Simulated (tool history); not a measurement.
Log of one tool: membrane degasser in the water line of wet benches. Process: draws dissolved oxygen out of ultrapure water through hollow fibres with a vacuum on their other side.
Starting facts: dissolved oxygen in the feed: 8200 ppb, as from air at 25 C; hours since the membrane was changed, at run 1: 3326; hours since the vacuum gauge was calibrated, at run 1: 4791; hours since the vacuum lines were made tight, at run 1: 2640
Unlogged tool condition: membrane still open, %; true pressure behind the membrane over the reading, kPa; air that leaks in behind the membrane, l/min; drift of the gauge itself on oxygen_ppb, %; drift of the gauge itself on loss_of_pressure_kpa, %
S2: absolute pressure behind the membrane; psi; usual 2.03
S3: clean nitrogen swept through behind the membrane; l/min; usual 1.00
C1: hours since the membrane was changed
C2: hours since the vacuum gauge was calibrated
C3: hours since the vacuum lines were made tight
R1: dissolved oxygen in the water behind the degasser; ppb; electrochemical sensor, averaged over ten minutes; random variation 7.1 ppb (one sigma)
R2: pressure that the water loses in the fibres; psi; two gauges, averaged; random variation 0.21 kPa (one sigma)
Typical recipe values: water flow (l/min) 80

{"run": 1, "hour": 0.0, "water flow (l/min)": 80, "S2": 2.03, "S3": 1.0, "C1": 3326, "C2": 4791, "C3": 2640, "R1": 1352.9, "R2": 7.143}
{"run": 2, "hour": 85.1, "water flow (l/min)": 80, "S2": 2.03, "S3": 1.0, "C1": 3411, "C2": 4876, "C3": 2725, "R1": 1339.1, "R2": 7.068}
{"run": 3, "hour": 124.0, "water flow (l/min)": 80, "S2": 2.03, "S3": 1.0, "C1": 3450, "C2": 4915, "C3": 2764, "R1": 1338.3, "R2": 7.101}
{"run": 4, "hour": 176.1, "water flow (l/min)": 80, "S2": 2.03, "S3": 1.0, "C1": 3502, "C2": 4967, "C3": 2816, "R1": 1345.3, "R2": 7.075}
{"run": 5, "hour": 255.1, "water flow (l/min)": 80, "S2": 2.03, "S3": 1.0, "C1": 3581, "C2": 5046, "C3": 2895, "R1": 1349.2, "R2": 7.087}
{"run": 6, "hour": 322.5, "water flow (l/min)": 80, "S2": 2.03, "S3": 1.0, "C1": 3648, "C2": 5113, "C3": 2962, "R1": 1357.0, "R2": 7.047}
{"run": 7, "hour": 405.2, "water flow (l/min)": 80, "S2": 2.03, "S3": 1.0, "C1": 3731, "C2": 5196, "C3": 3045, "R1": 1344.6, "R2": 7.094}
{"run": 8, "hour": 462.3, "water flow (l/min)": 80, "S2": 2.03, "S3": 1.0, "C1": 3788, "C2": 5253, "C3": 3102, "R1": 1349.2, "R2": 7.136}
{"run": 9, "hour": 543.8, "water flow (l/min)": 80, "S2": 2.03, "S3": 1.0, "C1": 3870, "C2": 5334, "C3": 3184, "R1": 1346.5, "R2": 7.121}
{"run": 10, "hour": 626.6, "water flow (l/min)": 80, "S2": 2.03, "S3": 1.0, "C1": 3953, "C2": 5417, "C3": 3266, "R1": 1335.6, "R2": 7.11}
{"run": 11, "hour": 672.3, "water flow (l/min)": 80, "S2": 2.03, "S3": 1.0, "C1": 3998, "C2": 5463, "C3": 3312, "R1": 1346.6, "R2": 7.121}
{"run": 12, "hour": 753.9, "water flow (l/min)": 80, "S2": 2.03, "S3": 1.0, "C1": 4080, "C2": 5544, "C3": 3394, "R1": 1346.7, "R2": 7.185}
{"run": 13, "hour": 790.6, "water flow (l/min)": 80, "S2": 2.03, "S3": 2.41, "C1": 4117, "C2": 5581, "C3": 3430, "R1": 751.5, "R2": 7.15}
{"run": 14, "hour": 862.7, "water flow (l/min)": 80, "S2": 2.03, "S3": 1.0, "C1": 4189, "C2": 5653, "C3": 3502, "R1": 1346.6, "R2": 7.175}
{"run": 15, "hour": 934.8, "water flow (l/min)": 80, "S2": 2.03, "S3": 1.0, "C1": 4261, "C2": 5725, "C3": 3575, "R1": 1351.4, "R2": 7.108}
{"run": 16, "hour": 986.1, "water flow (l/min)": 80, "S2": 2.03, "S3": 1.4, "C1": 4312, "C2": 5777, "C3": 3626, "R1": 1104.4, "R2": 7.124}
{"hour": 993.3, "done": "vacuum gauge calibrated"}
{"run": 17, "hour": 1076.9, "water flow (l/min)": 80, "S2": 1.26, "S3": 2.23, "C1": 4402, "C2": 84, "C3": 3716, "R1": 473.1, "R2": 7.15}
{"run": 18, "hour": 1116.6, "water flow (l/min)": 68, "S2": 3.25, "S3": 0.59, "C1": 4442, "C2": 123, "C3": 3756, "R1": 2624.3, "R2": 6.106}
{"run": 19, "hour": 1156.7, "water flow (l/min)": 66, "S2": 2.03, "S3": 0.77, "C1": 4482, "C2": 163, "C3": 3796, "R1": 1436.1, "R2": 5.952}
{"run": 20, "hour": 1197.9, "water flow (l/min)": 124, "S2": 2.13, "S3": 0.77, "C1": 4523, "C2": 205, "C3": 3837, "R1": 2145.3, "R2": 11.203}
{"run": 21, "hour": 1269.2, "water flow (l/min)": 101, "S2": 2.03, "S3": 2.27, "C1": 4595, "C2": 276, "C3": 3908, "R1": 974.6, "R2": 9.137}
{"hour": 1295.0, "done": "vacuum gauge calibrated, once more"}
{"run": 22, "hour": 1346.6, "water flow (l/min)": 106, "S2": 2.03, "S3": 0.56, "C1": 4672, "C2": 52, "C3": 3985, "R1": 2064.1, "R2": 9.572}
{"run": 23, "hour": 1434.9, "water flow (l/min)": 80, "S2": 1.55, "S3": 0.54, "C1": 4760, "C2": 140, "C3": 4074, "R1": 1332.1, "R2": 7.208}
{"run": 24, "hour": 1515.1, "water flow (l/min)": 80, "S2": 1.55, "S3": 0.54, "C1": 4840, "C2": 220, "C3": 4154, "R1": 1328.3, "R2": 7.19}
{"run": 25, "hour": 1562.5, "water flow (l/min)": 80, "S2": 1.55, "S3": 0.54, "C1": 4887, "C2": 267, "C3": 4201, "R1": 1331.1, "R2": 7.181}
{"run": 26, "hour": 1600.5, "water flow (l/min)": 80, "S2": 1.55, "S3": 0.54, "C1": 4926, "C2": 306, "C3": 4239, "R1": 1327.8, "R2": 7.24}
{"run": 27, "hour": 1668.3, "water flow (l/min)": 80, "S2": 4.47, "S3": 2.36, "C1": 4993, "C2": 373, "C3": 4307, "R1": 1648.6, "R2": 7.216}
{"run": 28, "hour": 1738.8, "water flow (l/min)": 80, "S2": 1.39, "S3": 1.05, "C1": 5064, "C2": 444, "C3": 4378, "R1": 805.7, "R2": 7.171}
{"run": 29, "hour": 1786.9, "water flow (l/min)": 80, "S2": 1.39, "S3": 1.05, "C1": 5112, "C2": 492, "C3": 4426, "R1": 806.6, "R2": 7.242}
{"run": 30, "hour": 1857.0, "water flow (l/min)": 71, "S2": 1.39, "S3": 1.05, "C1": 5182, "C2": 562, "C3": 4496, "R1": 739.8, "R2": 6.451}
{"run": 31, "hour": 1933.7, "water flow (l/min)": 80, "S2": 2.81, "S3": 1.36, "C1": 5259, "C2": 639, "C3": 4573, "R1": 1540.4, "R2": 7.249}
{"run": 32, "hour": 1990.7, "water flow (l/min)": 86, "S2": 1.29, "S3": 1.71, "C1": 5316, "C2": 696, "C3": 4630, "R1": 571.0, "R2": 7.819}

Had the tool no unlogged condition, and each run kept its random variation, what would the results have been?
run=1 R1=1314.2 R2=6.886
run=2 R1=1300.1 R2=6.807
run=3 R1=1299.0 R2=6.836
run=4 R1=1305.3 R2=6.808
run=5 R1=1308.5 R2=6.810
run=6 R1=1315.6 R2=6.765
run=7 R1=1302.9 R2=6.805
run=8 R1=1306.9 R2=6.843
run=9 R1=1303.6 R2=6.821
run=10 R1=1292.4 R2=6.804
run=11 R1=1302.7 R2=6.812
run=12 R1=1302.2 R2=6.868
run=13 R1=718.8 R2=6.831
run=14 R1=1301.2 R2=6.849
run=15 R1=1305.3 R2=6.778
run=16 R1=1061.9 R2=6.788
run=17 R1=415.7 R2=6.807
run=18 R1=2562.6 R2=5.812
run=19 R1=1359.0 R2=5.662
run=20 R1=2039.4 R2=10.653
run=21 R1=908.6 R2=8.683
run=22 R1=2070.2 R2=9.087
run=23 R1=1336.1 R2=6.834
run=24 R1=1331.4 R2=6.810
run=25 R1=1333.7 R2=6.796
run=26 R1=1330.1 R2=6.853
run=27 R1=1635.9 R2=6.823
run=28 R1=796.6 R2=6.775
run=29 R1=797.0 R2=6.840
run=30 R1=731.3 R2=6.089
run=31 R1=1530.6 R2=6.836
run=32 R1=555.3 R2=7.366
